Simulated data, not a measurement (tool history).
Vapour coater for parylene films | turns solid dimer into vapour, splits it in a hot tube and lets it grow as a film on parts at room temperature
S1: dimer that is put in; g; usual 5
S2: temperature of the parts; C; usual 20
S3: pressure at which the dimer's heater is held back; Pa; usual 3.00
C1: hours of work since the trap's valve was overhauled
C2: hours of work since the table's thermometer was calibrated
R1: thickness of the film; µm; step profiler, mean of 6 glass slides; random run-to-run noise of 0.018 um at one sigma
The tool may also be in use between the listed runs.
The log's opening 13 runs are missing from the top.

| run | day | S1 | S2 | S3 | C1 | C2 | R1 |
|---|---|---|---|---|---|---|---|
| 14 | 6.038 | 5 | 20 | 3.34 | 243 | 294 | 1.76 |
| 15 | 6.408 | 5 | 25 | 3.00 | 247 | 298 | 1.41 |
| 16 | 6.888 | 5 | 20 | 9.94 | 252 | 303 | 1.58 |
|  | 7.362 | trap's valve overhauled |
| 17 | 7.546 | 5 | 13 | 4.38 | 2 | 308 | 2.69 |
| 18 | 7.950 | 9 | 21 | 4.10 | 6 | 312 | 3.35 |
| 19 | 8.483 | 3 | 21 | 4.79 | 12 | 318 | 1.12 |
| 20 | 8.829 | 3 | 23 | 8.33 | 15 | 321 | 0.96 |
| 21 | 9.179 | 5 | 20 | 2.90 | 19 | 325 | 2.04 |
| 22 | 9.717 | 5 | 25 | 2.88 | 24 | 330 | 1.59 |
| 23 | 10.196 | 5 | 12 | 2.88 | 29 | 335 | 2.93 |
| 24 | 10.667 | 5 | 12 | 2.88 | 34 | 340 | 2.92 |
| 25 | 11.204 | 5 | 19 | 2.88 | 39 | 346 | 2.11 |
| 26 | 11.492 | 3 | 27 | 4.01 | 42 | 349 | 0.84 |
| 27 | 11.983 | 3 | 27 | 4.01 | 47 | 354 | 0.83 |

Run 28 has not been measured yet. What should we expect?
| 28 | 12.612 | 2 | 24 | 3.72 | 54 | 360 | ? |

{"run 28": {"R1": 0.63}}
On a tool with no hidden condition, and with the same random variation, this run would have come out at R1 0.66 µm.
